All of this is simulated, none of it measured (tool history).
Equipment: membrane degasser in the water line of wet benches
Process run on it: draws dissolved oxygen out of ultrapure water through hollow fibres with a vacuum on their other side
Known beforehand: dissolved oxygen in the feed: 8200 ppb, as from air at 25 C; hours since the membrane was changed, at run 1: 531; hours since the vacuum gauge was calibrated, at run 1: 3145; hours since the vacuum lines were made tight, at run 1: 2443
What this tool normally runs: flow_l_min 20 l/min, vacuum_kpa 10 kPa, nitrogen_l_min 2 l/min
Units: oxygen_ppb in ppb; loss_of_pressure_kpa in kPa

run,hour,flow_l_min,vacuum_kpa,nitrogen_l_min,hours since the membrane was changed,hours since the vacuum gauge was calibrated,hours since the vacuum lines were made tight,oxygen_ppb,loss_of_pressure_kpa
1,0,20,10,2,531,3145,2443,184.9,49.06
2,25.1,20,10,2,556,3171,2468,186.5,49
3,48.1,20,10,2,579,3194,2491,184.6,48.62
4,68.8,20,10,2,600,3214,2512,184.1,48.83
5,99.6,20,10,2,630,3245,2543,187.9,49.24
6,120.4,20,10,2,651,3266,2563,184.5,48.62
7,143.3,20,10,2,674,3289,2586,182.2,48.9
8,165.3,20,10,0.98,696,3311,2608,322.2,48.87
9,208.3,20,10,0.98,739,3354,2651,323.7,48.4
10,251.3,20,10,0.98,782,3397,2694,321.9,48.56
11,284.1,20,10,0.98,815,3430,2727,332.3,48.71
12,318.3,20,8.7,2,849,3464,2761,156.9,48.23
13,342,20,10,2,873,3487,2785,186.7,48.29
14,387.5,14,10,2,918,3533,2830,118.4,34.35
15,433.5,20,10,3.27,964,3579,2877,126.9,48.15
16,478.1,20,10,2,1009,3624,2921,185.6,48.27
17,507.7,20,10,2,1039,3653,2951,186.3,48.65
18,541.7,20,6.1,3.45,1072,3687,2985,68.9,48.02

For run 19, what comes out?
19,579.3,18,14.9,1.91,1110,3725,3022,?,?

Logged for run 19: oxygen_ppb 266.3 ppb, loss_of_pressure_kpa 43.4 kPa.
With the hidden condition absent and the run-to-run variation left alone, this run would have shown oxygen_ppb 266.3 ppb, loss_of_pressure_kpa 43.94 kPa.
